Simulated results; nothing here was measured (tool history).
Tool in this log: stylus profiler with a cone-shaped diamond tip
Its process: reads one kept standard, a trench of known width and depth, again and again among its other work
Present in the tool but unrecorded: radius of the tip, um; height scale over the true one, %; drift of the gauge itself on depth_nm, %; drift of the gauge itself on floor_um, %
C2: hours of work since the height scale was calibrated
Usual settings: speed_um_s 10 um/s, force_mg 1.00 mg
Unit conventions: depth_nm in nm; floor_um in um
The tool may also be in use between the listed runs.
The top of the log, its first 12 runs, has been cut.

run 13 hour=137.6 | speed_um_s=10 force_mg=1.00 | scans_with_this_tip=6716 C2=479 | depth_nm=503.22 floor_um=44.96
run 14 hour=148.3 | speed_um_s=10 force_mg=1.00 | scans_with_this_tip=6816 C2=486 | depth_nm=503.06 floor_um=44.92
run 15 hour=162.4 | speed_um_s=10 force_mg=1.00 | scans_with_this_tip=6948 C2=496 | depth_nm=503.44 floor_um=44.90
run 16 hour=174.2 | speed_um_s=10 force_mg=1.00 | scans_with_this_tip=7059 C2=504 | depth_nm=503.29 floor_um=44.89
run 17 hour=187.1 | speed_um_s=10 force_mg=1.00 | scans_with_this_tip=7180 C2=512 | depth_nm=503.14 floor_um=44.92
run 18 hour=200.9 | speed_um_s=38 force_mg=1.00 | scans_with_this_tip=7310 C2=521 | depth_nm=503.09 floor_um=44.78
run 19 hour=212.8 | speed_um_s=28 force_mg=0.82 | scans_with_this_tip=7422 C2=529 | depth_nm=502.90 floor_um=44.78
run 20 hour=223.3 | speed_um_s=4 force_mg=1.49 | scans_with_this_tip=7520 C2=536 | depth_nm=503.64 floor_um=44.87
run 21 hour=241.7 | speed_um_s=7 force_mg=1.33 | scans_with_this_tip=7693 C2=549 | depth_nm=503.98 floor_um=44.85
run 22 hour=259.2 | speed_um_s=7 force_mg=1.33 | scans_with_this_tip=7857 C2=560 | depth_nm=503.81 floor_um=44.84
run 23 hour=277.3 | speed_um_s=7 force_mg=1.33 | scans_with_this_tip=8027 C2=573 | depth_nm=503.79 floor_um=44.82
run 24 hour=285.9 | speed_um_s=4 force_mg=0.65 | scans_with_this_tip=8108 C2=578 | depth_nm=502.55 floor_um=44.80
run 25 hour=300.8 | speed_um_s=11 force_mg=0.37 | scans_with_this_tip=8248 C2=588 | depth_nm=502.08 floor_um=44.73
run 26 hour=316.9 | speed_um_s=11 force_mg=0.37 | scans_with_this_tip=8399 C2=599 | depth_nm=502.45 floor_um=44.76
run 27 hour=331.3 | speed_um_s=11 force_mg=1.27 | scans_with_this_tip=8534 C2=609 | depth_nm=503.80 floor_um=44.79
run 28 hour=344.6 | speed_um_s=11 force_mg=1.27 | scans_with_this_tip=8659 C2=618 | depth_nm=503.80 floor_um=44.73
run 29 hour=362.3 | speed_um_s=12 force_mg=0.91 | scans_with_this_tip=8826 C2=630 | depth_nm=503.32 floor_um=44.72
run 30 hour=376.4 | speed_um_s=20 force_mg=0.86 | scans_with_this_tip=8958 C2=639 | depth_nm=503.14 floor_um=44.65
run 31 hour=393.0 | speed_um_s=6 force_mg=0.39 | scans_with_this_tip=9114 C2=650 | depth_nm=502.22 floor_um=44.70
run 32 hour=405.5 | speed_um_s=6 force_mg=0.39 | scans_with_this_tip=9231 C2=658 | depth_nm=502.33 floor_um=44.72
run 33 hour=415.1 | speed_um_s=2 force_mg=2.32 | scans_with_this_tip=9321 C2=665 | depth_nm=505.34 floor_um=44.73
run 34 hour=425.9 | speed_um_s=2 force_mg=2.19 | scans_with_this_tip=9423 C2=672 | depth_nm=505.50 floor_um=44.70
run 35 hour=439.8 | speed_um_s=26 force_mg=1.43 | scans_with_this_tip=9553 C2=681 | depth_nm=503.94 floor_um=44.63
run 36 hour=454.9 | speed_um_s=26 force_mg=1.43 | scans_with_this_tip=9695 C2=692 | depth_nm=503.98 floor_um=44.63

Consider 5 possible next runs. They are alternatives, not a sequence: every one starts from the tool as it was left by run 36. What does each give?
run A hour=464.4 | speed_um_s=4 force_mg=0.37 | scans_with_this_tip=9785 C2=698 | depth_nm=? floor_um=?
run B hour=464.4 | speed_um_s=3 force_mg=0.37 | scans_with_this_tip=9785 C2=698 | depth_nm=? floor_um=?
run C hour=464.4 | speed_um_s=10 force_mg=0.72 | scans_with_this_tip=9785 C2=698 | depth_nm=? floor_um=?
run D hour=464.4 | speed_um_s=22 force_mg=0.93 | scans_with_this_tip=9785 C2=698 | depth_nm=? floor_um=?
run E hour=464.4 | speed_um_s=26 force_mg=2.88 | scans_with_this_tip=9785 C2=698 | depth_nm=? floor_um=?

run=A depth_nm=502.24 floor_um=44.61
run=B depth_nm=502.70 floor_um=44.60
run=C depth_nm=503.01 floor_um=44.65
run=D depth_nm=503.70 floor_um=44.60
run=E depth_nm=505.90 floor_um=44.58
With no hidden state in the tool, these same runs would have given:
run=A depth_nm=501.13 floor_um=45.56
run=B depth_nm=501.58 floor_um=45.55
run=C depth_nm=501.90 floor_um=45.61
run=D depth_nm=502.58 floor_um=45.56
run=E depth_nm=504.78 floor_um=45.53
